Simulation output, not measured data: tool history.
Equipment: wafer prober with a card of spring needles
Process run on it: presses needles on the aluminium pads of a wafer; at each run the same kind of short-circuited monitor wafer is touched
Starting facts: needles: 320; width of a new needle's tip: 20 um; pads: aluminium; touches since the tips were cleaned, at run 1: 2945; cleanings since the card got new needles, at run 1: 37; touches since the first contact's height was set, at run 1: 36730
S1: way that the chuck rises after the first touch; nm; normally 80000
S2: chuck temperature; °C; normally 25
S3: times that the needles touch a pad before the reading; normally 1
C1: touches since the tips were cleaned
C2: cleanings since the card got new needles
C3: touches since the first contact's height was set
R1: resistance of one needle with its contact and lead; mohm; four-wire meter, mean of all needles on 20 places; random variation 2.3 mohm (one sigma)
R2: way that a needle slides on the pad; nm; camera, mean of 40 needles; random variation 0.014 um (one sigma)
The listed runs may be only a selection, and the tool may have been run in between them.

{"run": 1, "hour": 0.0, "S1": 80000, "S2": 25, "S3": 1, "C1": 2945, "C2": 37, "C3": 36730, "R1": 251, "R2": 12810}
{"hour": 4.0, "done": "tips cleaned on abrasive film"}
{"hour": 13.8, "done": "tips cleaned on abrasive film"}
{"hour": 21.7, "done": "tips cleaned on abrasive film"}
{"hour": 31.6, "done": "tips cleaned on abrasive film"}
{"hour": 39.5, "done": "tips cleaned on abrasive film"}
{"run": 2, "hour": 40.6, "S1": 80000, "S2": 25, "S3": 1, "C1": 763, "C2": 42, "C3": 64520, "R1": 250, "R2": 12790}
{"hour": 48.5, "done": "tips cleaned on abrasive film"}
{"hour": 56.4, "done": "tips cleaned on abrasive film"}
{"hour": 66.2, "done": "tips cleaned on abrasive film"}
{"hour": 76.1, "done": "tips cleaned on abrasive film"}
{"run": 3, "hour": 78.9, "S1": 80000, "S2": 25, "S3": 1, "C1": 1969, "C2": 46, "C3": 90814, "R1": 249, "R2": 12840}
{"hour": 84.8, "done": "tips cleaned on abrasive film"}
{"hour": 92.9, "done": "height of the first contact set anew"}
{"hour": 95.0, "done": "tips cleaned on abrasive film"}
{"hour": 104.8, "done": "tips cleaned on abrasive film"}
{"hour": 114.7, "done": "tips cleaned on abrasive film"}
{"hour": 124.5, "done": "tips cleaned on abrasive film"}
{"run": 4, "hour": 129.8, "S1": 80000, "S2": 25, "S3": 1, "C1": 3680, "C2": 51, "C3": 25303, "R1": 259, "R2": 12850}
{"hour": 133.8, "done": "tips cleaned on abrasive film"}
{"hour": 141.7, "done": "tips cleaned on abrasive film"}
{"hour": 151.6, "done": "tips cleaned on abrasive film"}
{"hour": 159.5, "done": "tips cleaned on abrasive film"}
{"hour": 169.3, "done": "tips cleaned on abrasive film"}
{"hour": 178.8, "done": "tips cleaned on abrasive film"}
{"run": 5, "hour": 178.8, "S1": 80000, "S2": 25, "S3": 1, "C1": 0, "C2": 57, "C3": 58816, "R1": 248, "R2": 12820}
{"hour": 186.7, "done": "tips cleaned on abrasive film"}
{"hour": 196.5, "done": "tips cleaned on abrasive film"}
{"hour": 204.4, "done": "tips cleaned on abrasive film"}
{"hour": 214.2, "done": "tips cleaned on abrasive film"}
{"hour": 222.1, "done": "tips cleaned on abrasive film"}
{"run": 6, "hour": 225.9, "S1": 80000, "S2": 25, "S3": 3, "C1": 2583, "C2": 62, "C3": 91129, "R1": 253, "R2": 12820}
{"hour": 231.8, "done": "tips cleaned on abrasive film"}
{"hour": 239.7, "done": "tips cleaned on abrasive film"}
{"hour": 240.0, "done": "height of the first contact set anew"}
{"hour": 249.9, "done": "tips cleaned on abrasive film"}
{"run": 7, "hour": 256.3, "S1": 80000, "S2": 25, "S3": 3, "C1": 4486, "C2": 65, "C3": 11242, "R1": 254, "R2": 12840}
{"hour": 258.4, "done": "tips cleaned on abrasive film"}
{"hour": 268.2, "done": "tips cleaned on abrasive film"}
{"hour": 278.1, "done": "tips cleaned on abrasive film"}
{"hour": 287.9, "done": "tips cleaned on abrasive film"}
{"hour": 295.8, "done": "tips cleaned on abrasive film"}
{"hour": 305.7, "done": "tips cleaned on abrasive film"}
{"run": 8, "hour": 307.1, "S1": 80000, "S2": 25, "S3": 3, "C1": 977, "C2": 71, "C3": 46005, "R1": 250, "R2": 12830}
{"hour": 315.0, "done": "tips cleaned on abrasive film"}
{"hour": 324.8, "done": "tips cleaned on abrasive film"}
{"hour": 334.6, "done": "tips cleaned on abrasive film"}
{"hour": 343.4, "done": "tips cleaned on abrasive film"}
{"run": 9, "hour": 343.4, "S1": 80000, "S2": 25, "S3": 3, "C1": 0, "C2": 75, "C3": 70927, "R1": 255, "R2": 12830}
{"hour": 353.2, "done": "tips cleaned on abrasive film"}
{"hour": 363.1, "done": "tips cleaned on abrasive film"}
{"hour": 372.9, "done": "tips cleaned on abrasive film"}
{"hour": 382.8, "done": "tips cleaned on abrasive film"}
{"hour": 387.0, "done": "height of the first contact set anew"}
{"run": 10, "hour": 388.4, "S1": 80000, "S2": 25, "S3": 1, "C1": 3678, "C2": 79, "C3": 975, "R1": 253, "R2": 12860}
{"hour": 392.4, "done": "tips cleaned on abrasive film"}
{"hour": 400.3, "done": "tips cleaned on abrasive film"}
{"hour": 410.1, "done": "tips cleaned on abrasive film"}
{"hour": 420.0, "done": "tips cleaned on abrasive film"}
{"run": 11, "hour": 426.9, "S1": 80000, "S2": 25, "S3": 1, "C1": 4788, "C2": 83, "C3": 27385, "R1": 252, "R2": 12880}
{"hour": 428.9, "done": "tips cleaned on abrasive film"}
{"hour": 438.8, "done": "tips cleaned on abrasive film"}
{"hour": 448.6, "done": "tips cleaned on abrasive film"}
{"hour": 456.5, "done": "tips cleaned on abrasive film"}
{"hour": 466.4, "done": "tips cleaned on abrasive film"}
{"run": 12, "hour": 469.9, "S1": 80000, "S2": 25, "S3": 1, "C1": 2445, "C2": 88, "C3": 56858, "R1": 249, "R2": 12870}
{"hour": 475.8, "done": "tips cleaned on abrasive film"}
{"hour": 483.7, "done": "tips cleaned on abrasive film"}
{"hour": 493.6, "done": "tips cleaned on abrasive film"}
{"hour": 503.4, "done": "tips cleaned on abrasive film"}
{"hour": 513.3, "done": "tips cleaned on abrasive film"}
{"run": 13, "hour": 516.6, "S1": 80000, "S2": 25, "S3": 2, "C1": 2332, "C2": 93, "C3": 88919, "R1": 253, "R2": 12850}
{"hour": 522.6, "done": "tips cleaned on abrasive film"}
{"hour": 530.5, "done": "tips cleaned on abrasive film"}
{"hour": 534.7, "done": "height of the first contact set anew"}
{"hour": 540.6, "done": "tips cleaned on abrasive film"}
{"hour": 548.5, "done": "tips cleaned on abrasive film"}
{"run": 14, "hour": 548.8, "S1": 88000, "S2": 31, "S3": 3, "C1": 184, "C2": 97, "C3": 9643, "R1": 254, "R2": 14180}
{"hour": 556.7, "done": "tips cleaned on abrasive film"}
{"hour": 564.6, "done": "tips cleaned on abrasive film"}
{"hour": 574.4, "done": "tips cleaned on abrasive film"}
{"hour": 584.2, "done": "tips cleaned on abrasive film"}
{"run": 15, "hour": 584.2, "S1": 88000, "S2": 71, "S3": 3, "C1": 0, "C2": 101, "C3": 33912, "R1": 266, "R2": 14140}
{"hour": 592.1, "done": "tips cleaned on abrasive film"}
{"hour": 601.9, "done": "tips cleaned on abrasive film"}
{"hour": 611.8, "done": "tips cleaned on abrasive film"}
{"hour": 619.7, "done": "tips cleaned on abrasive film"}
{"hour": 629.5, "done": "tips cleaned on abrasive film"}
{"run": 16, "hour": 631.8, "S1": 85000, "S2": 25, "S3": 2, "C1": 1590, "C2": 106, "C3": 66584, "R1": 252, "R2": 13700}
{"hour": 637.7, "done": "tips cleaned on abrasive film"}
{"hour": 645.6, "done": "tips cleaned on abrasive film"}
{"hour": 655.5, "done": "tips cleaned on abrasive film"}
{"hour": 665.3, "done": "tips cleaned on abrasive film"}
{"hour": 675.2, "done": "tips cleaned on abrasive film"}
{"hour": 681.3, "done": "height of the first contact set anew"}
{"run": 17, "hour": 682.5, "S1": 85000, "S2": 25, "S3": 2, "C1": 4869, "C2": 111, "C3": 814, "R1": 253, "R2": 13710}
{"hour": 684.5, "done": "tips cleaned on abrasive film"}
{"hour": 694.4, "done": "tips cleaned on abrasive film"}
{"hour": 702.3, "done": "tips cleaned on abrasive film"}
{"hour": 712.1, "done": "tips cleaned on abrasive film"}
{"hour": 720.0, "done": "tips cleaned on abrasive film"}
{"run": 18, "hour": 725.4, "S1": 80000, "S2": 55, "S3": 2, "C1": 3695, "C2": 116, "C3": 30186, "R1": 262, "R2": 12880}
{"hour": 729.3, "done": "tips cleaned on abrasive film"}
{"hour": 739.2, "done": "tips cleaned on abrasive film"}
{"hour": 747.1, "done": "tips cleaned on abrasive film"}
{"hour": 756.9, "done": "tips cleaned on abrasive film"}
{"hour": 766.8, "done": "tips cleaned on abrasive film"}
{"hour": 774.7, "done": "tips cleaned on abrasive film"}
{"run": 19, "hour": 779.4, "S1": 80000, "S2": 55, "S3": 2, "C1": 3301, "C2": 122, "C3": 67271, "R1": 264, "R2": 12890}
{"hour": 783.4, "done": "tips cleaned on abrasive film"}
{"hour": 793.3, "done": "tips cleaned on abrasive film"}
{"hour": 803.1, "done": "tips cleaned on abrasive film"}
{"hour": 811.0, "done": "tips cleaned on abrasive film"}
{"hour": 820.9, "done": "tips cleaned on abrasive film"}
{"run": 20, "hour": 823.6, "S1": 74000, "S2": 81, "S3": 1, "C1": 1897, "C2": 127, "C3": 97546, "R1": 269, "R2": 11930}
{"hour": 827.8, "done": "height of the first contact set anew"}
{"hour": 829.8, "done": "tips cleaned on abrasive film"}
{"hour": 839.7, "done": "tips cleaned on abrasive film"}
{"hour": 849.5, "done": "tips cleaned on abrasive film"}
{"hour": 857.8, "done": "tips cleaned on abrasive film"}
{"run": 21, "hour": 857.8, "S1": 74000, "S2": 81, "S3": 1, "C1": 0, "C2": 131, "C3": 20552, "R1": 271, "R2": 11930}

Expected results for the next run?
{"hour": 865.7, "done": "tips cleaned on abrasive film"}
{"hour": 873.6, "done": "tips cleaned on abrasive film"}
{"hour": 881.5, "done": "tips cleaned on abrasive film"}
{"hour": 891.4, "done": "tips cleaned on abrasive film"}
{"hour": 899.3, "done": "tips cleaned on abrasive film"}
{"run": 22, "hour": 906.9, "S1": 74000, "S2": 54, "S3": 2, "C1": 5317, "C2": 136, "C3": 54249, "R1": "?", "R2": "?"}

Run 22 came out at R1 261 mohm, R2 11960 nm.
Were there no unlogged condition in the tool, this run, its random variation unchanged, would have produced R1 261 mohm, R2 11870 nm.
